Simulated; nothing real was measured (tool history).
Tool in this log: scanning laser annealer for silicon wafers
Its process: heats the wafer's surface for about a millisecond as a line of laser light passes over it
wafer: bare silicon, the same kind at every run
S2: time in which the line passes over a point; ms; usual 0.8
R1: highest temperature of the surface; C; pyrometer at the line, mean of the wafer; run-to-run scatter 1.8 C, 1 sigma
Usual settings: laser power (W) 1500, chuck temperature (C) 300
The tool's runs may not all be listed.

Run 1, hour 0: usual settings. Result: R1 1052 C.
Run 2, hour 21.3: usual settings. Result: R1 1050 C.
Run 3, hour 36.2: usual settings. Result: R1 1054 C.
Run 4, hour 59.5: usual settings. Result: R1 1048 C.
Run 5, hour 81.4: usual settings but chuck temperature (C) 269. Result: R1 1017 C.
Run 6, hour 98.1: usual settings but chuck temperature (C) 269. Result: R1 1016 C.
Run 7, hour 112.4: usual settings but S2 0.872 ms. Result: R1 1078 C.
Run 8, hour 134.1: usual settings but S2 0.675 ms. Result: R1 996 C.
Run 9, hour 145: usual settings but S2 0.675 ms. Result: R1 994 C.
Run 10, hour 155.2: usual settings. Result: R1 1048 C.
Run 11, hour 169.5: usual settings. Result: R1 1048 C.
Run 12, hour 186.6: usual settings. Result: R1 1046 C.
Run 13, hour 205.7: usual settings. Result: R1 1046 C.
Run 14, hour 218.6: usual settings. Result: R1 1045 C.
Run 15, hour 231.2: usual settings but laser power (W) 1590, S2 0.627 ms. Result: R1 1013 C.
Run 16, hour 242.8: usual settings but laser power (W) 1590, S2 0.627 ms. Result: R1 1009 C.
Run 17, hour 261.6: usual settings but laser power (W) 1413, chuck temperature (C) 319. Result: R1 1019 C.
Run 18, hour 276.2: usual settings but laser power (W) 1483, chuck temperature (C) 336. Result: R1 1070 C.
Run 19, hour 297.7: usual settings but laser power (W) 1483, chuck temperature (C) 336. Result: R1 1071 C.
Run 20, hour 322.5: usual settings but chuck temperature (C) 324. Result: R1 1068 C.
Run 21, hour 345.5: usual settings but chuck temperature (C) 324. Result: R1 1067 C.
Run 22, hour 357.7: usual settings but laser power (W) 1515, S2 0.99 ms, chuck temperature (C) 324. Result: R1 1147 C.
Run 23, hour 368.8: usual settings but laser power (W) 1339, S2 0.871 ms, chuck temperature (C) 292. Result: R1 979 C.
Run 24, hour 386.9: usual settings but laser power (W) 1640, S2 0.871 ms, chuck temperature (C) 292. Result: R1 1134 C.
Run 25, hour 401.1: usual settings but S2 0.867 ms, chuck temperature (C) 333. Result: R1 1100 C.
Run 26, hour 415.7: usual settings but S2 0.867 ms, chuck temperature (C) 333. Result: R1 1099 C.
Run 27, hour 427.4: usual settings but S2 0.748 ms, chuck temperature (C) 299. Result: R1 1018 C.
Run 28, hour 450.5: usual settings but S2 0.748 ms, chuck temperature (C) 299. Result: R1 1019 C.

Some steps in R1 between neighbouring runs. How much of each would the tool show without its hidden state too (settings, what came in, random variation), and how much is left for the hidden state, with any gauge scatter that isn't in both results?
Hidden conditions of the tool in this case: light that passes the window, % of a clean one's; laser's true power over the reading, %; width of the line over the set one, %; drift of the gauge itself on peak_c, C.
Run 22 -> 23: laser power (W) 1515 -> 1339, S2 0.99 -> 0.871, chuck temperature (C) 324 -> 292. R1 -168 C: hidden state +4, all else -172.
Run 23 -> 24: laser power (W) 1339 -> 1640. R1 +155 C: hidden state -6, all else +161.
